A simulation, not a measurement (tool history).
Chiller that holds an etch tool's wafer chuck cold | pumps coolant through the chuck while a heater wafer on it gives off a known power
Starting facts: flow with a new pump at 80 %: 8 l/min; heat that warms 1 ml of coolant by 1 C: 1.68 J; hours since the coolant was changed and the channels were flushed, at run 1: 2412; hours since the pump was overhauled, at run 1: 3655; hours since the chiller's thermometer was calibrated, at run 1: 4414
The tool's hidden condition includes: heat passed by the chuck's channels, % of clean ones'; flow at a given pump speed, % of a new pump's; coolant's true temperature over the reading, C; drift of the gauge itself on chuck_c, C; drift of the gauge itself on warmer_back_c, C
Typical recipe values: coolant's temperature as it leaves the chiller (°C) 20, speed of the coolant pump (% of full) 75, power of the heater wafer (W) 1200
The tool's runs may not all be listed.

run    hour  coolant's temperature as it leaves the chiller (°C)  speed of the coolant pump (% of full)  power of the heater wafer (W)  hours since the coolant was changed and the channels were flushed  hours since the pump was overhauled  hours since the chiller's thermometer was calibrated  chuck's temperature once it has settled (°C)  how much warmer the coolant comes back (C)
  1       0                                                   20                                     75                           1200                                                               2412                                 3655                                                  4414                                          36.7                                        6.08
  2    56.8                                                   16                                     75                           1200                                                               2469                                 3712                                                  4471                                          32.8                                        6.08
  3   101.7                                                   16                                     75                           1200                                                               2514                                 3757                                                  4516                                          32.4                                        6.08
  4   185.2                                                   16                                     75                            993                                                               2597                                 3840                                                  4599                                          29.8                                        5.02
  5     228                                                   16                                     75                            993                                                               2640                                 3883                                                  4642                                          29.7                                        5.06
  6   283.2                                                   16                                     75                            993                                                               2695                                 3938                                                  4697                                          29.9                                        5.07
  7   364.9                                                   20                                     75                           1200                                                               2777                                 4020                                                  4779                                          36.9                                         6.1
  8   446.2                                                   20                                     75                           1200                                                               2858                                 4101                                                  4860                                          36.8                                        6.17
  9   511.2                                                   20                                     75                           1200                                                               2923                                 4166                                                  4925                                          36.5                                        6.15
 10   595.1                                                   20                                     75                           1200                                                               3007                                 4250                                                  5009                                          36.9                                        6.19
 11   646.9                                                   20                                     75                           1200                                                               3059                                 4302                                                  5061                                          36.7                                        6.19
 12   736.1                                                   20                                     75                           1200                                                               3148                                 4391                                                  5150                                          36.9                                        6.16
 13   786.1                                                   20                                     75                           1200                                                               3198                                 4441                                                  5200                                          36.8                                        6.11
      818.5  -- chiller's thermometer calibrated
 14   842.1                                                   20                                     75                           1200                                                               3253                                 4496                                                    24                                          37.5                                        6.16
 15   924.2                                                   20                                     75                           1200                                                               3335                                 4578                                                   106                                          37.6                                        6.21
 16  1009.8                                                   20                                     75                           1200                                                               3421                                 4664                                                   191                                          37.7                                        6.19
 17    1095                                                   29                                     95                            966                                                               3506                                 4749                                                   276                                          41.3                                        3.83
 18  1181.9                                                   29                                     95                            966                                                               3593                                 4836                                                   363                                          41.2                                        3.88
 19  1229.1                                                   13                                     75                           1330                                                               3640                                 4883                                                   411                                          32.5                                        6.98
 20  1275.1                                                   13                                     75                           1330                                                               3686                                 4929                                                   457                                          32.5                                        6.95
 21  1355.2                                                   22                                     75                           1261                                                               3766                                 5009                                                   537                                          40.6                                         6.6
     1364.3  -- coolant pump overhauled
 22  1436.4                                                   16                                     73                            813                                                               3842                                   72                                                   613                                          28.4                                        4.45
 23  1491.3                                                   16                                     73                            813                                                               3897                                  127                                                   668                                          28.6                                        4.48
 24  1581.7                                                   15                                     77                           1200                                                               3988                                  217                                                   758                                          32.6                                        6.22
 25  1670.3                                                   15                                     74                            972                                                               4076                                  306                                                   847                                          29.6                                        5.24
     1689.7  -- coolant pump overhauled, once more
 26  1742.3                                                   16                                     71                           1200                                                               4143                                   53                                                   914                                          33.3                                        6.04
 27  1827.8                                                   20                                     95                           1192                                                               4229                                  138                                                   999                                          34.6                                        4.43
 28  1877.4                                                   28                                     95                           1192                                                               4278                                  188                                                  1049                                          42.6                                        4.45
 29  1931.8                                                   19                                     92                           1200                                                               4333                                  242                                                  1103                                          33.8                                        4.69
 30  2008.7                                                   23                                     66                            758                                                               4410                                  319                                                  1180                                          34.6                                        4.18
 31  2058.8                                                   23                                     70                            758                                                               4460                                  369                                                  1230                                            34                                        3.86

Hidden state at the last listed run before each entry between runs and at the first one after, where it differs:
Runs 13 to 14: chiller's thermometer calibrated (hour 818.5)
  heat passed by the chuck's channels, % of clean ones': 94.4 -> 94.3; flow at a given pump speed, % of a new pump's: 93 -> 92.9; coolant's true temperature over the reading, C: -0.54 -> 0.05
  measured minus no-state result, chuck's temperature once it has settled (°C): +0.9 -> +1.5; how much warmer the coolant comes back (C): +0.43 -> +0.44
Runs 21 to 22: coolant pump overhauled (hour 1364.3)
  heat passed by the chuck's channels, % of clean ones': 93.5 -> 93.4; flow at a given pump speed, % of a new pump's: 92 -> 89.7; coolant's true temperature over the reading, C: 0 -> -0.01
  measured minus no-state result, chuck's temperature once it has settled (°C): +1.8 -> +1.3; how much warmer the coolant comes back (C): +0.52 -> +0.46
Runs 25 to 26: coolant pump overhauled, once more (hour 1689.7)
  heat passed by the chuck's channels, % of clean ones': 93 -> 92.9; flow at a given pump speed, % of a new pump's: 89.3 -> 100
  measured minus no-state result, chuck's temperature once it has settled (°C): +1.7 -> +0.9; how much warmer the coolant comes back (C): +0.57 -> +0

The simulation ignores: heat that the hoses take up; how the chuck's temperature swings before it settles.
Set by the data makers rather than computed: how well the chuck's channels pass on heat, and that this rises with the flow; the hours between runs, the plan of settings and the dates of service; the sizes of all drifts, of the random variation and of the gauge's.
